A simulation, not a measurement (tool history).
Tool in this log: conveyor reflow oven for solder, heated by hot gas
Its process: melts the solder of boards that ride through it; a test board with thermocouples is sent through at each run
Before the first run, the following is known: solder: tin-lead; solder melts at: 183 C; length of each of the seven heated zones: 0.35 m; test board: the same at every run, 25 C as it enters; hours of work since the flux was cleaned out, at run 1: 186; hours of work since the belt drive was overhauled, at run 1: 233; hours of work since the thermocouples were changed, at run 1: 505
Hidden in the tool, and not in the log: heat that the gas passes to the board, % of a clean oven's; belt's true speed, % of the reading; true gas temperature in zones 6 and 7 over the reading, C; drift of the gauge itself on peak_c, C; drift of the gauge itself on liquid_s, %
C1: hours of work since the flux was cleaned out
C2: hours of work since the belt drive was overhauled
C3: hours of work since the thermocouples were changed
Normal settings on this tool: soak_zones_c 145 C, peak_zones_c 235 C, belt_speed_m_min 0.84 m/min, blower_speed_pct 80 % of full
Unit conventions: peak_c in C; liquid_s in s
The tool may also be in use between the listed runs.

run 1 day=0 | soak_zones_c=145 peak_zones_c=235 belt_speed_m_min=0.84 blower_speed_pct=80 | C1=186 C2=233 C3=505 | peak_c=216.2 liquid_s=39.1
run 2 day=0.404 | soak_zones_c=145 peak_zones_c=235 belt_speed_m_min=0.84 blower_speed_pct=50 | C1=191 C2=238 C3=510 | peak_c=204.8 liquid_s=28.5
run 3 day=0.646 | soak_zones_c=145 peak_zones_c=235 belt_speed_m_min=0.84 blower_speed_pct=50 | C1=194 C2=241 C3=513 | peak_c=204.2 liquid_s=28.1
run 4 day=0.912 | soak_zones_c=145 peak_zones_c=235 belt_speed_m_min=0.84 blower_speed_pct=50 | C1=197 C2=244 C3=516 | peak_c=204.1 liquid_s=28.7
-- day=1.212 thermocouples of zones 6 and 7 changed
run 5 day=1.262 | soak_zones_c=145 peak_zones_c=235 belt_speed_m_min=0.772 blower_speed_pct=80 | C1=200 C2=247 C3=1 | peak_c=220 liquid_s=44.7
run 6 day=1.642 | soak_zones_c=145 peak_zones_c=235 belt_speed_m_min=0.772 blower_speed_pct=80 | C1=205 C2=251 C3=5 | peak_c=219.7 liquid_s=44.4
run 7 day=2.042 | soak_zones_c=145 peak_zones_c=235 belt_speed_m_min=0.772 blower_speed_pct=80 | C1=209 C2=256 C3=10 | peak_c=220.2 liquid_s=44.3
run 8 day=2.3 | soak_zones_c=145 peak_zones_c=235 belt_speed_m_min=0.772 blower_speed_pct=80 | C1=212 C2=259 C3=13 | peak_c=219.8 liquid_s=44.1
run 9 day=2.729 | soak_zones_c=145 peak_zones_c=250 belt_speed_m_min=0.84 blower_speed_pct=80 | C1=218 C2=264 C3=18 | peak_c=230 liquid_s=44.3
run 10 day=2.967 | soak_zones_c=145 peak_zones_c=250 belt_speed_m_min=0.84 blower_speed_pct=80 | C1=220 C2=267 C3=21 | peak_c=229.6 liquid_s=44.7
run 11 day=3.462 | soak_zones_c=145 peak_zones_c=250 belt_speed_m_min=0.84 blower_speed_pct=80 | C1=226 C2=273 C3=27 | peak_c=229.7 liquid_s=44.5
run 12 day=3.933 | soak_zones_c=145 peak_zones_c=250 belt_speed_m_min=0.84 blower_speed_pct=80 | C1=232 C2=279 C3=32 | peak_c=230.1 liquid_s=44.9
run 13 day=4.408 | soak_zones_c=145 peak_zones_c=235 belt_speed_m_min=0.84 blower_speed_pct=80 | C1=237 C2=284 C3=38 | peak_c=217.5 liquid_s=39.3
run 14 day=4.654 | soak_zones_c=145 peak_zones_c=235 belt_speed_m_min=0.84 blower_speed_pct=80 | C1=240 C2=287 C3=41 | peak_c=216.7 liquid_s=38.8
run 15 day=4.971 | soak_zones_c=145 peak_zones_c=248 belt_speed_m_min=0.84 blower_speed_pct=80 | C1=244 C2=291 C3=45 | peak_c=227.6 liquid_s=43.9
run 16 day=5.367 | soak_zones_c=133 peak_zones_c=235 belt_speed_m_min=0.806 blower_speed_pct=80 | C1=249 C2=296 C3=49 | peak_c=216.5 liquid_s=37.3
run 17 day=5.796 | soak_zones_c=156 peak_zones_c=249 belt_speed_m_min=0.963 blower_speed_pct=62 | C1=254 C2=301 C3=54 | peak_c=218.8 liquid_s=36.2
run 18 day=6.212 | soak_zones_c=151 peak_zones_c=240 belt_speed_m_min=0.715 blower_speed_pct=80 | C1=259 C2=306 C3=59 | peak_c=226.4 liquid_s=53.2
run 19 day=6.554 | soak_zones_c=147 peak_zones_c=240 belt_speed_m_min=0.836 blower_speed_pct=65 | C1=263 C2=310 C3=63 | peak_c=216.3 liquid_s=38.1
run 20 day=6.842 | soak_zones_c=145 peak_zones_c=239 belt_speed_m_min=0.774 blower_speed_pct=80 | C1=266 C2=313 C3=67 | peak_c=222.8 liquid_s=45.3
run 21 day=7.188 | soak_zones_c=145 peak_zones_c=239 belt_speed_m_min=0.774 blower_speed_pct=80 | C1=270 C2=317 C3=71 | peak_c=222.7 liquid_s=45.4
run 22 day=7.629 | soak_zones_c=145 peak_zones_c=239 belt_speed_m_min=0.774 blower_speed_pct=80 | C1=276 C2=322 C3=76 | peak_c=222.6 liquid_s=45.6
run 23 day=8.092 | soak_zones_c=139 peak_zones_c=245 belt_speed_m_min=0.774 blower_speed_pct=82 | C1=281 C2=328 C3=82 | peak_c=227.1 liquid_s=46.2
run 24 day=8.417 | soak_zones_c=139 peak_zones_c=245 belt_speed_m_min=0.774 blower_speed_pct=82 | C1=285 C2=332 C3=85 | peak_c=227.2 liquid_s=46.1
run 25 day=8.75 | soak_zones_c=139 peak_zones_c=245 belt_speed_m_min=0.777 blower_speed_pct=74 | C1=289 C2=336 C3=89 | peak_c=224.5 liquid_s=44.7
run 26 day=9.192 | soak_zones_c=142 peak_zones_c=240 belt_speed_m_min=0.777 blower_speed_pct=74 | C1=294 C2=341 C3=95 | peak_c=220.9 liquid_s=43.4
run 27 day=9.429 | soak_zones_c=142 peak_zones_c=240 belt_speed_m_min=0.777 blower_speed_pct=74 | C1=297 C2=344 C3=97 | peak_c=220.8 liquid_s=43.6
run 28 day=9.662 | soak_zones_c=145 peak_zones_c=240 belt_speed_m_min=0.94 blower_speed_pct=80 | C1=300 C2=347 C3=100 | peak_c=216.3 liquid_s=34.9

For each entry between runs, how does the tool's hidden state at the last listed run before it compare with that at the first listed run after it?
In the gap between runs 4 and 5: thermocouples of zones 6 and 7 changed (day 1.212)
  belt's true speed, % of the reading: 99.24 -> 99.23; true gas temperature in zones 6 and 7 over the reading, C: -1 -> -0.32
  measured value less the no-hidden-state value, peak_c: -1.1 -> -0.9 C; liquid_s: -0.7 -> -0.1 s
